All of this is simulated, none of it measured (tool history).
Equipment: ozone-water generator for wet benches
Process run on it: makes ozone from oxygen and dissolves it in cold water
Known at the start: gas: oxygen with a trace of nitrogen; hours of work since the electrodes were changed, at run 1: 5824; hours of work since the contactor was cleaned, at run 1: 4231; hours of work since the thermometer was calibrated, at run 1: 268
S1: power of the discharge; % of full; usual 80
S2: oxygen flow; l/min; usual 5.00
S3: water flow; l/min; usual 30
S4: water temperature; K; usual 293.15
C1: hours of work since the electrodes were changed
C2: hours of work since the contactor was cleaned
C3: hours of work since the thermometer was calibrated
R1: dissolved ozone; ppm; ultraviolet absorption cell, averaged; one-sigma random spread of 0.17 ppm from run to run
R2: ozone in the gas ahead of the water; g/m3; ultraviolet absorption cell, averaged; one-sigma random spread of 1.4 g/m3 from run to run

Run 1, day 0.000: usual settings; C1 5824; C2 4231; C3 268. Result: R1 23.4 ppm, R2 266.0 g/m3.
Run 2, day 4.379: usual settings; C1 5912; C2 4318; C3 356. Result: R1 23.1 ppm, R2 266.0 g/m3.
Run 3, day 11.346: usual settings but S2 4.01 l/min; C1 6051; C2 4457; C3 495. Result: R1 21.8 ppm, R2 283.1 g/m3.
Run 4, day 15.758: usual settings but S2 4.01 l/min; C1 6139; C2 4546; C3 583. Result: R1 21.7 ppm, R2 282.2 g/m3.
Run 5, day 19.950: usual settings but S2 4.01 l/min, S4 292.15 K; C1 6223; C2 4629; C3 667. Result: R1 21.8 ppm, R2 283.4 g/m3.
Run 6, day 27.962: usual settings but S1 44 % of full, S2 4.01 l/min, S4 292.15 K; C1 6383; C2 4790; C3 827. Result: R1 13.4 ppm, R2 170.1 g/m3.
Run 7, day 32.896: usual settings but S3 47 l/min; C1 6481; C2 4888; C3 926. Result: R1 16.1 ppm, R2 263.0 g/m3.
Run 8, day 40.146: usual settings but S2 6.28 l/min; C1 6626; C2 5033; C3 1071. Result: R1 25.0 ppm, R2 247.8 g/m3.
Run 9, day 44.925: usual settings but S2 6.28 l/min; C1 6722; C2 5128; C3 1166. Result: R1 25.4 ppm, R2 244.9 g/m3.
Run 10, day 49.933: usual settings but S2 6.28 l/min; C1 6822; C2 5229; C3 1266. Result: R1 25.0 ppm, R2 247.2 g/m3.

Run 11 is up next; what results do you expect?
Run 11, day 57.500: usual settings but S2 7.37 l/min, S3 27 l/min; C1 6973; C2 5380; C3 1417. Result: R1 ?, R2 ?.

Run 11 came out at R1 27.9 ppm, R2 233.8 g/m3.
If the tool had no hidden condition, the same run with the same run-to-run variation would have returned R1 28.0 ppm, R2 234.1 g/m3.

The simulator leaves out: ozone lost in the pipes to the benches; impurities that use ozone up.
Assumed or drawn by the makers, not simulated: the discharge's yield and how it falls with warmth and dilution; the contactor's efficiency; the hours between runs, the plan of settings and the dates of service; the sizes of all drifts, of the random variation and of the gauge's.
